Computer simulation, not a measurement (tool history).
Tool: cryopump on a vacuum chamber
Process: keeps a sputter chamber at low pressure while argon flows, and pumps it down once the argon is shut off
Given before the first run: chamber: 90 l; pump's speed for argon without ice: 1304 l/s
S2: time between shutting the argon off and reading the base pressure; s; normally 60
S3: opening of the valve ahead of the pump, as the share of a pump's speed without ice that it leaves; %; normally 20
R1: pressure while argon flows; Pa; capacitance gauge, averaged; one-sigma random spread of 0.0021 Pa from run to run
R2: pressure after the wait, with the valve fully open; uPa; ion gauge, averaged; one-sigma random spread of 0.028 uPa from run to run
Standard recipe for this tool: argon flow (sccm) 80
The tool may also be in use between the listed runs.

Run 1, day 0: usual settings. Result: R1 0.5619 Pa, R2 1.4 uPa.
At day 0.608: pump warmed up, emptied and cooled again.
Run 2, day 1.188: usual settings. Result: R1 0.5192 Pa, R2 1.35 uPa.
Run 3, day 2.308: usual settings. Result: R1 0.524 Pa, R2 1.36 uPa.
Run 4, day 3.546: usual settings but S3 35 %. Result: R1 0.2973 Pa, R2 1.41 uPa.
Run 5, day 4.833: usual settings but argon flow (sccm) 113. Result: R1 0.7424 Pa, R2 1.41 uPa.
Run 6, day 5.683: usual settings but argon flow (sccm) 113, S2 166 s. Result: R1 0.7459 Pa, R2 0.69 uPa.
Run 7, day 6.988: usual settings but argon flow (sccm) 113, S2 166 s. Result: R1 0.7423 Pa, R2 0.71 uPa.
Run 8, day 7.9: usual settings but argon flow (sccm) 113, S2 166 s. Result: R1 0.743 Pa, R2 0.73 uPa.
Run 9, day 8.883: usual settings but argon flow (sccm) 113, S2 166 s. Result: R1 0.7485 Pa, R2 0.72 uPa.
Run 10, day 9.746: usual settings but argon flow (sccm) 90. Result: R1 0.596 Pa, R2 1.45 uPa.
Run 11, day 10.638: usual settings but argon flow (sccm) 90. Result: R1 0.5983 Pa, R2 1.42 uPa.
Run 12, day 11.246: usual settings but argon flow (sccm) 90. Result: R1 0.5969 Pa, R2 1.44 uPa.
Run 13, day 12.342: usual settings but S3 45 %. Result: R1 0.245 Pa, R2 1.46 uPa.
Run 14, day 13.229: usual settings but S3 45 %. Result: R1 0.2461 Pa, R2 1.52 uPa.
Run 15, day 14.283: usual settings. Result: R1 0.534 Pa, R2 1.53 uPa.
Run 16, day 15.142: usual settings. Result: R1 0.5337 Pa, R2 1.51 uPa.
Run 17, day 16.262: usual settings. Result: R1 0.5363 Pa, R2 1.49 uPa.
Run 18, day 17.338: usual settings but argon flow (sccm) 38. Result: R1 0.257 Pa, R2 1.52 uPa.
Run 19, day 18.262: usual settings but argon flow (sccm) 39, S3 29 %. Result: R1 0.1863 Pa, R2 1.53 uPa.
Run 20, day 19.367: usual settings but argon flow (sccm) 61, S2 70 s, S3 53 %. Result: R1 0.1669 Pa, R2 1.43 uPa.
Run 21, day 20.054: usual settings but argon flow (sccm) 126, S2 151 s. Result: R1 0.8588 Pa, R2 0.91 uPa.
Run 22, day 20.771: usual settings but argon flow (sccm) 143, S2 151 s, S3 17 %. Result: R1 1.136 Pa, R2 0.91 uPa.
Run 23, day 21.567: usual settings but argon flow (sccm) 143, S2 151 s, S3 17 %. Result: R1 1.139 Pa, R2 0.95 uPa.
Run 24, day 22.5: usual settings but argon flow (sccm) 91, S2 121 s, S3 32 %. Result: R1 0.401 Pa, R2 1.08 uPa.
Run 25, day 23.154: usual settings but argon flow (sccm) 91, S2 121 s, S3 32 %. Result: R1 0.4015 Pa, R2 1.05 uPa.
Run 26, day 23.817: usual settings but argon flow (sccm) 91, S2 121 s, S3 32 %. Result: R1 0.4046 Pa, R2 1.14 uPa.
Run 27, day 24.671: usual settings but argon flow (sccm) 91, S2 121 s, S3 32 %. Result: R1 0.4073 Pa, R2 1.11 uPa.
Run 28, day 25.246: usual settings but argon flow (sccm) 129, S2 121 s, S3 32 %. Result: R1 0.5752 Pa, R2 1.07 uPa.
Run 29, day 26.188: usual settings but argon flow (sccm) 46, S2 178 s, S3 51 %. Result: R1 0.1371 Pa, R2 0.93 uPa.
Run 30, day 27.533: usual settings but argon flow (sccm) 78, S2 159 s, S3 31 %. Result: R1 0.3658 Pa, R2 1.06 uPa.
Run 31, day 28.8: usual settings but argon flow (sccm) 78, S2 159 s, S3 31 %. Result: R1 0.3677 Pa, R2 1.06 uPa.
Run 32, day 29.933: usual settings but argon flow (sccm) 86. Result: R1 0.6043 Pa, R2 1.74 uPa.
At day 30.25: pump warmed up, emptied and cooled again.
Run 33, day 31.429: usual settings but argon flow (sccm) 79, S2 35 s. Result: R1 0.5127 Pa, R2 2.33 uPa.
Run 34, day 32.033: usual settings but S2 279 s. Result: R1 0.521 Pa, R2 0.66 uPa.

Measured result minus the same run's result without the hidden state. Both carry the same run-to-run variation, though not necessarily the same gauge scatter:
The hidden state here: pump's speed, % of a pump's without ice; cold plate's temperature, K; leak into the chamber, uPa l/s; drift of the gauge itself on working_pa, %; drift of the gauge itself on base_upa, %.
run       R1     R2
  1  +0.0436  +0.13
  2  +0.0019  +0.04
  3  +0.0031  +0.05
  4  +0.0043  +0.06
  5  +0.0083  +0.07
  6  +0.0097  +0.08
  7  +0.0117  +0.09
  8   +0.013   +0.1
  9  +0.0147  +0.11
 10  +0.0129  +0.12
 11  +0.0142  +0.13
 12   +0.015  +0.13
 13  +0.0148  +0.15
 14  +0.0159  +0.16
 15  +0.0171  +0.17
 16  +0.0182  +0.18
 17  +0.0198  +0.19
 18  +0.0102  +0.21
 19  +0.0111  +0.22
 20  +0.0185  +0.24
 21  +0.0398  +0.25
 22   +0.047  +0.25
 23  +0.0494  +0.27
 24   +0.033  +0.28
 25  +0.0344  +0.29
 26  +0.0356  +0.31
 27  +0.0376  +0.32
 28  +0.0544  +0.31
 29  +0.0203  +0.34
 30  +0.0373  +0.36
 31  +0.0398  +0.39
 32  +0.0462   +0.4
 33  +0.0023  +0.23
 34   +0.003  +0.24

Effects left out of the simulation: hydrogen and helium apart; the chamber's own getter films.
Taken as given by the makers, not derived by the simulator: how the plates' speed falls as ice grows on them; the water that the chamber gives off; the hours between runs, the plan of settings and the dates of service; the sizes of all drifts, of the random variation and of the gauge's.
